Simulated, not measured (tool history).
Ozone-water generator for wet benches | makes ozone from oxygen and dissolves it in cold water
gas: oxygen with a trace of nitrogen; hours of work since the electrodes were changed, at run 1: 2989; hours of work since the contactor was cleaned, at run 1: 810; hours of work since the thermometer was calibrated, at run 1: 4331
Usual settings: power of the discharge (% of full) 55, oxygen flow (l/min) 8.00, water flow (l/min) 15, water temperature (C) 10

| run | hour | power of the discharge (% of full) | oxygen flow (l/min) | water flow (l/min) | water temperature (C) | hours of work since the electrodes were changed | hours of work since the contactor was cleaned | hours of work since the thermometer was calibrated | dissolved ozone (ppm) | ozone in the gas ahead of the water (g/m3) |
|---|---|---|---|---|---|---|---|---|---|---|
| 1 | 0.0 | 55 | 8.00 | 15 | 10 | 2989 | 810 | 4331 | 24.3 | 134.7 |
| 2 | 170.6 | 55 | 8.00 | 15 | 10 | 3144 | 964 | 4485 | 23.9 | 132.9 |
| 3 | 293.3 | 55 | 8.00 | 15 | 10 | 3255 | 1075 | 4596 | 23.7 | 133.8 |
| 4 | 448.0 | 55 | 8.00 | 15 | 10 | 3395 | 1216 | 4736 | 23.9 | 133.5 |
| 5 | 525.8 | 55 | 8.00 | 15 | 10 | 3466 | 1286 | 4807 | 23.6 | 131.9 |
| 6 | 686.0 | 55 | 8.00 | 15 | 10 | 3611 | 1431 | 4952 | 23.8 | 133.1 |
| 7 | 787.6 | 55 | 8.00 | 15 | 10 | 3703 | 1523 | 5044 | 23.6 | 132.0 |
| 8 | 944.9 | 55 | 8.00 | 15 | 10 | 3845 | 1666 | 5186 | 23.4 | 132.2 |
| 9 | 1114.5 | 55 | 8.00 | 15 | 10 | 3999 | 1819 | 5340 | 23.4 | 132.3 |
|  | 1129.0 | water thermometer calibrated |
| 10 | 1273.6 | 55 | 8.00 | 15 | 10 | 4142 | 1963 | 131 | 23.2 | 131.7 |
|  | 1394.9 | water thermometer calibrated, once more |
| 11 | 1407.9 | 55 | 8.00 | 15 | 10 | 4264 | 2084 | 12 | 23.3 | 130.2 |
| 12 | 1569.5 | 55 | 8.00 | 15 | 10 | 4410 | 2230 | 158 | 23.1 | 131.5 |
| 13 | 1690.0 | 55 | 8.00 | 15 | 10 | 4519 | 2340 | 267 | 23.0 | 129.6 |
| 14 | 1838.9 | 55 | 8.00 | 15 | 10 | 4654 | 2474 | 402 | 23.1 | 127.7 |
| 15 | 1936.7 | 55 | 5.19 | 15 | 10 | 4743 | 2563 | 491 | 22.5 | 156.3 |
| 16 | 2119.4 | 55 | 5.19 | 15 | 10 | 4908 | 2728 | 656 | 22.3 | 155.1 |
| 17 | 2208.2 | 55 | 5.39 | 15 | 10 | 4989 | 2809 | 737 | 22.3 | 152.7 |
| 18 | 2374.1 | 55 | 5.39 | 13 | 10 | 5139 | 2959 | 887 | 24.3 | 150.8 |
| 19 | 2457.0 | 55 | 8.00 | 15 | 10 | 5214 | 3034 | 962 | 22.3 | 127.5 |
| 20 | 2631.4 | 74 | 4.59 | 14 | 10 | 5372 | 3192 | 1120 | 28.9 | 207.6 |
| 21 | 2709.4 | 87 | 12.05 | 13 | 15 | 5442 | 3263 | 1191 | 30.9 | 155.0 |
| 22 | 2891.6 | 55 | 7.82 | 12 | 10 | 5607 | 3428 | 1356 | 25.4 | 127.6 |
| 23 | 3044.7 | 55 | 7.82 | 12 | 10 | 5746 | 3566 | 1494 | 25.5 | 127.6 |
| 24 | 3142.4 | 55 | 7.82 | 12 | 10 | 5835 | 3655 | 1583 | 25.3 | 126.5 |
| 25 | 3315.1 | 55 | 8.00 | 15 | 10 | 5991 | 3811 | 1739 | 22.0 | 124.3 |
| 26 | 3478.7 | 80 | 7.60 | 17 | 18 | 6139 | 3960 | 1887 | 23.8 | 174.5 |
| 27 | 3594.8 | 80 | 7.60 | 17 | 18 | 6244 | 4065 | 1992 | 23.5 | 173.3 |
| 28 | 3673.3 | 55 | 8.00 | 12 | 10 | 6315 | 4136 | 2064 | 24.9 | 124.8 |
| 29 | 3801.1 | 55 | 8.00 | 12 | 10 | 6431 | 4252 | 2179 | 24.6 | 123.3 |
| 30 | 3888.3 | 46 | 8.00 | 12 | 10 | 6510 | 4331 | 2258 | 21.6 | 107.7 |
| 31 | 4031.5 | 55 | 8.00 | 15 | 9 | 6640 | 4460 | 2388 | 22.1 | 122.2 |
| 32 | 4153.3 | 55 | 10.72 | 15 | 8 | 6750 | 4571 | 2498 | 22.2 | 109.2 |

Forecast run 33:
| 33 | 4276.0 | 55 | 8.00 | 13 | 9 | 6861 | 4682 | 2609 | ? | ? |

dissolved ozone (ppm): 23.7
ozone in the gas ahead of the water (g/m3): 123.6
Without the tool's hidden state the same run would have given dissolved ozone (ppm) 28.6, ozone in the gas ahead of the water (g/m3) 143.0.

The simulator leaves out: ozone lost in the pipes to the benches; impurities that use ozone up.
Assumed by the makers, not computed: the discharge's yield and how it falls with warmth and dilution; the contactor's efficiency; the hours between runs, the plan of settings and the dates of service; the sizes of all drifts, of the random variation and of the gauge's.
